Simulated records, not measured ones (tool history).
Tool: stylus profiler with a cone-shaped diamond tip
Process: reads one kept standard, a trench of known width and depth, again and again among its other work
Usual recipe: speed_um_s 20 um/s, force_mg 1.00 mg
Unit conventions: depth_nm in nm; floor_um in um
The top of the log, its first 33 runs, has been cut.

run 34 day=17.717 | speed_um_s=19 force_mg=1.09 | depth_nm=100.48 floor_um=18.48
run 35 day=18.317 | speed_um_s=44 force_mg=0.84 | depth_nm=100.42 floor_um=18.20
run 36 day=18.862 | speed_um_s=11 force_mg=0.48 | depth_nm=100.24 floor_um=18.49
run 37 day=19.600 | speed_um_s=23 force_mg=0.43 | depth_nm=100.30 floor_um=18.33
run 38 day=20.375 | speed_um_s=23 force_mg=0.43 | depth_nm=100.27 floor_um=18.35
run 39 day=21.179 | speed_um_s=23 force_mg=0.43 | depth_nm=100.28 floor_um=18.38
run 40 day=21.521 | speed_um_s=25 force_mg=1.85 | depth_nm=100.70 floor_um=18.45
run 41 day=21.871 | speed_um_s=68 force_mg=0.57 | depth_nm=100.27 floor_um=17.89
run 42 day=22.592 | speed_um_s=10 force_mg=0.65 | depth_nm=100.31 floor_um=18.51
run 43 day=23.396 | speed_um_s=39 force_mg=0.75 | depth_nm=100.36 floor_um=18.20
run 44 day=23.775 | speed_um_s=6 force_mg=0.94 | depth_nm=100.43 floor_um=18.54
run 45 day=24.475 | speed_um_s=20 force_mg=1.52 | depth_nm=100.61 floor_um=18.53

Consider 3 possible next runs. They are alternatives, not a sequence: every one starts from the tool as it was left by run 45. What does each give?
run A day=24.904 | speed_um_s=44 force_mg=0.34 | depth_nm=? floor_um=?
run B day=24.904 | speed_um_s=60 force_mg=1.23 | depth_nm=? floor_um=?
run C day=24.904 | speed_um_s=78 force_mg=1.49 | depth_nm=? floor_um=?

run=A depth_nm=100.16 floor_um=18.05
run=B depth_nm=100.50 floor_um=18.19
run=C depth_nm=100.61 floor_um=18.15
What these runs would have given with no unlogged condition in the tool:
run=A depth_nm=100.16 floor_um=18.05
run=B depth_nm=100.50 floor_um=18.19
run=C depth_nm=100.61 floor_um=18.16

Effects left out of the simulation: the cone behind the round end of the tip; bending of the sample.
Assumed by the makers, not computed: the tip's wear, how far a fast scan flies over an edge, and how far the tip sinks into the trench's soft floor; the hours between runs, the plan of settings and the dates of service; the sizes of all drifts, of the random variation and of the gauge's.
